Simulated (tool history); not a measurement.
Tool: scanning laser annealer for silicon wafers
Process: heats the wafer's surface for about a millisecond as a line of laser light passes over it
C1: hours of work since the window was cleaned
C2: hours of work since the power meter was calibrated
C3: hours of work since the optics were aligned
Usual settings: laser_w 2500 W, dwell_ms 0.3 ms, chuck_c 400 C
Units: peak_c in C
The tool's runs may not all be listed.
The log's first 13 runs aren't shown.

Run 14, hour 247.6: usual settings but laser_w 2450 W; C1 220; C2 220; C3 220. Result: peak_c 1085 C.
Run 15, hour 268.9: usual settings; C1 234; C2 234; C3 234. Result: peak_c 1100 C.
Run 16, hour 290.2: usual settings but laser_w 2654 W; C1 248; C2 248; C3 248. Result: peak_c 1156 C.
Run 17, hour 303.2: usual settings but laser_w 2654 W; C1 256; C2 256; C3 256. Result: peak_c 1154 C.
Run 18, hour 314.3: usual settings; C1 263; C2 263; C3 263. Result: peak_c 1098 C.
Run 19, hour 338.5: usual settings; C1 279; C2 279; C3 279. Result: peak_c 1098 C.
At hour 346: optics aligned, line set to its width.
Run 20, hour 357.5: usual settings; C1 288; C2 288; C3 7. Result: peak_c 1093 C.
Run 21, hour 370.9: usual settings; C1 297; C2 297; C3 16. Result: peak_c 1089 C.
Run 22, hour 395.7: usual settings but dwell_ms 0.328 ms; C1 313; C2 313; C3 32. Result: peak_c 1135 C.
At hour 415.1: optics aligned, line set to its width, once more.
Run 23, hour 426.4: usual settings but laser_w 2569 W; C1 330; C2 330; C3 7. Result: peak_c 1128 C.
Run 24, hour 443.6: usual settings but laser_w 2479 W, dwell_ms 0.269 ms, chuck_c 401 C; C1 341; C2 341; C3 19. Result: peak_c 1048 C.
Run 25, hour 469.3: usual settings but laser_w 2615 W, dwell_ms 0.378 ms, chuck_c 371 C; C1 358; C2 358; C3 35. Result: peak_c 1216 C.
Run 26, hour 492.2: usual settings but laser_w 2723 W, dwell_ms 0.292 ms, chuck_c 379 C; C1 373; C2 373; C3 50. Result: peak_c 1143 C.
Run 27, hour 510.9: usual settings but chuck_c 384 C; C1 385; C2 385; C3 62. Result: peak_c 1079 C.
Run 28, hour 522.9: usual settings but laser_w 2542 W, dwell_ms 0.237 ms, chuck_c 419 C; C1 393; C2 393; C3 70. Result: peak_c 1037 C.
Run 29, hour 543.7: usual settings but dwell_ms 0.35 ms; C1 406; C2 406; C3 84. Result: peak_c 1155 C.
Run 30, hour 570.4: usual settings but dwell_ms 0.35 ms; C1 423; C2 423; C3 101. Result: peak_c 1150 C.
Run 31, hour 587.9: usual settings but laser_w 2532 W, dwell_ms 0.35 ms, chuck_c 430 C; C1 435; C2 435; C3 112. Result: peak_c 1194 C.
Run 32, hour 606.5: usual settings but laser_w 2532 W, dwell_ms 0.35 ms, chuck_c 430 C; C1 447; C2 447; C3 125. Result: peak_c 1196 C.
Run 33, hour 623.7: usual settings but laser_w 2532 W, dwell_ms 0.35 ms, chuck_c 430 C; C1 458; C2 458; C3 136. Result: peak_c 1196 C.
At hour 633.5: window over the wafer cleaned.
Run 34, hour 649.5: usual settings but laser_w 2532 W, dwell_ms 0.35 ms, chuck_c 430 C; C1 10; C2 474; C3 151. Result: peak_c 1226 C.
Run 35, hour 662.9: usual settings but laser_w 2169 W, dwell_ms 0.302 ms, chuck_c 416 C; C1 19; C2 482; C3 160. Result: peak_c 1017 C.
Run 36, hour 681.7: usual settings but laser_w 2169 W, dwell_ms 0.302 ms, chuck_c 416 C; C1 31; C2 495; C3 172. Result: peak_c 1013 C.
Run 37, hour 702.9: usual settings but laser_w 2748 W, chuck_c 362 C; C1 45; C2 508; C3 186. Result: peak_c 1172 C.

Forecast each of these 3 alternatives for the next run:
Run A, hour 727.1: usual settings but laser_w 2223 W; C1 61; C2 524; C3 202. Result: peak_c ?.
Run B, hour 727.1: usual settings but dwell_ms 0.278 ms, chuck_c 386 C; C1 61; C2 524; C3 202. Result: peak_c ?.
Run C, hour 727.1: usual settings but dwell_ms 0.274 ms; C1 61; C2 524; C3 202. Result: peak_c ?.

run  peak_c
  A    1015
  B    1071
  C    1083
Without the tool's hidden state the same runs would have given:
run  peak_c
  A    1023
  B    1080
  C    1092
